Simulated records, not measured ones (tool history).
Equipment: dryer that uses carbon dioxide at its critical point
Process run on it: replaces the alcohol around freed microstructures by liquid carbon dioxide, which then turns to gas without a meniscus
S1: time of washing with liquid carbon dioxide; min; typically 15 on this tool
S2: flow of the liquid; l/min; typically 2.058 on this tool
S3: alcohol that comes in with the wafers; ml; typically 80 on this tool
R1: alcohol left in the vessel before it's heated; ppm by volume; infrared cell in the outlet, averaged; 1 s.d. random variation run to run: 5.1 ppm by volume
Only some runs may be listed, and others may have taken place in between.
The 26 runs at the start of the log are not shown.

{"hour": 425.9, "done": "inlet filter changed"}
{"run": 27, "hour": 441.2, "S1": 15, "S2": 2.94, "S3": 80, "R1": 75}
{"run": 28, "hour": 465.9, "S1": 15, "S2": 1.29, "S3": 21, "R1": 238}
{"run": 29, "hour": 482.2, "S1": 15, "S2": 1.37, "S3": 61, "R1": 497}
{"run": 30, "hour": 502.4, "S1": 15, "S2": 1.37, "S3": 61, "R1": 503}
{"run": 31, "hour": 514.9, "S1": 10, "S2": 2.22, "S3": 80, "R1": 444}
{"run": 32, "hour": 531.1, "S1": 10, "S2": 2.22, "S3": 114, "R1": 612}
{"run": 33, "hour": 555.8, "S1": 9, "S2": 3.47, "S3": 26, "R1": 92}
{"run": 34, "hour": 570.8, "S1": 10, "S2": 1.5, "S3": 26, "R1": 583}
{"run": 35, "hour": 583.0, "S1": 10, "S2": 1.5, "S3": 26, "R1": 568}
{"run": 36, "hour": 603.1, "S1": 10, "S2": 2.32, "S3": 26, "R1": 172}
{"run": 37, "hour": 613.9, "S1": 15, "S2": 1.47, "S3": 23, "R1": 206}

What will run 38 give?
{"run": 38, "hour": 629.5, "S1": 12, "S2": 1.47, "S3": 66, "R1": "?"}

{"run 38": {"R1": 886}}
Without the tool's hidden state the same run would have given R1 707 ppm by volume.
